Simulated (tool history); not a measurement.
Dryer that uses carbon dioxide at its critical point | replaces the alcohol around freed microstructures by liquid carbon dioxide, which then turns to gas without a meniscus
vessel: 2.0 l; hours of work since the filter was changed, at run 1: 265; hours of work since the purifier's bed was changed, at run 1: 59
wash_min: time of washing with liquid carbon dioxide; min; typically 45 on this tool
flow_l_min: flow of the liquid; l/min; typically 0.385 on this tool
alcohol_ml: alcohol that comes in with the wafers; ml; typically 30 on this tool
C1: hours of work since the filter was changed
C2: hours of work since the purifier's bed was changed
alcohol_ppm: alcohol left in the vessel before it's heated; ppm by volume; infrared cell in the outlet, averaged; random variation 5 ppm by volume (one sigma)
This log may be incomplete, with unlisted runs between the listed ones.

Run 1, hour 0: usual settings; C1 265; C2 59. Result: alcohol_ppm 32 ppm by volume.
Run 2, hour 26.6: usual settings; C1 278; C2 72. Result: alcohol_ppm 23 ppm by volume.
Run 3, hour 38.9: usual settings; C1 284; C2 78. Result: alcohol_ppm 24 ppm by volume.
Run 4, hour 59.1: usual settings; C1 294; C2 88. Result: alcohol_ppm 28 ppm by volume.
Run 5, hour 82.4: usual settings; C1 306; C2 100. Result: alcohol_ppm 27 ppm by volume.
Run 6, hour 106: usual settings; C1 318; C2 112. Result: alcohol_ppm 20 ppm by volume.
Run 7, hour 124.5: usual settings but wash_min 37 min; C1 327; C2 121. Result: alcohol_ppm 59 ppm by volume.
Run 8, hour 146.7: usual settings but wash_min 37 min; C1 338; C2 132. Result: alcohol_ppm 68 ppm by volume.
Run 9, hour 167: usual settings but wash_min 37 min; C1 348; C2 142. Result: alcohol_ppm 65 ppm by volume.
Run 10, hour 190.8: usual settings but wash_min 37 min; C1 360; C2 154. Result: alcohol_ppm 61 ppm by volume.
Run 11, hour 202.5: usual settings but wash_min 37 min; C1 366; C2 160. Result: alcohol_ppm 62 ppm by volume.
Run 12, hour 218.5: usual settings but wash_min 52 min, alcohol_ml 24 ml; C1 374; C2 168. Result: alcohol_ppm 18 ppm by volume.
Run 13, hour 245.1: usual settings but wash_min 49 min, flow_l_min 0.3 l/min, alcohol_ml 82 ml; C1 387; C2 181. Result: alcohol_ppm 154 ppm by volume.
Run 14, hour 265.7: usual settings but wash_min 49 min, flow_l_min 0.3 l/min, alcohol_ml 82 ml; C1 397; C2 191. Result: alcohol_ppm 152 ppm by volume.
Run 15, hour 291.1: usual settings but wash_min 49 min, flow_l_min 0.3 l/min, alcohol_ml 82 ml; C1 410; C2 204. Result: alcohol_ppm 162 ppm by volume.
Run 16, hour 318.8: usual settings but wash_min 34 min, flow_l_min 0.611 l/min, alcohol_ml 22 ml; C1 424; C2 218. Result: alcohol_ppm 21 ppm by volume.
At hour 336.1: inlet filter changed.
Run 17, hour 346.9: usual settings but alcohol_ml 33 ml; C1 5; C2 231. Result: alcohol_ppm 27 ppm by volume.
Run 18, hour 369.1: usual settings but alcohol_ml 33 ml; C1 16; C2 242. Result: alcohol_ppm 28 ppm by volume.
Run 19, hour 385.4: usual settings but flow_l_min 0.373 l/min; C1 25; C2 250. Result: alcohol_ppm 26 ppm by volume.
Run 20, hour 405.7: usual settings but flow_l_min 0.373 l/min; C1 35; C2 260. Result: alcohol_ppm 20 ppm by volume.
Run 21, hour 430.3: usual settings but wash_min 58 min, alcohol_ml 62 ml; C1 47; C2 273. Result: alcohol_ppm 21 ppm by volume.
Run 22, hour 456.8: usual settings but wash_min 33 min, flow_l_min 0.257 l/min, alcohol_ml 114 ml; C1 60; C2 286. Result: alcohol_ppm 1535 ppm by volume.

Some steps in alcohol_ppm, run to run, broken into two amounts with sign: the step expected even without the hidden condition (settings, incoming material, random variation), and the rest, left for the hidden condition together with whatever gauge scatter is not in both the measured and the hidden-condition-free result:
Hidden conditions of the tool in this case: flow that reaches the vessel past the clogged filter, %; alcohol in the recycled carbon dioxide, ppm; drift of the gauge itself on alcohol_ppm, %.
Run 15 -> 16: wash_min 49 -> 34, flow_l_min 0.3 -> 0.611, alcohol_ml 82 -> 22. alcohol_ppm -141 ppm by volume: hidden state -72, all else -69.
Run 21 -> 22: wash_min 58 -> 33, flow_l_min 0.385 -> 0.257, alcohol_ml 62 -> 114. alcohol_ppm +1514 ppm by volume: hidden state +99, all else +1415.
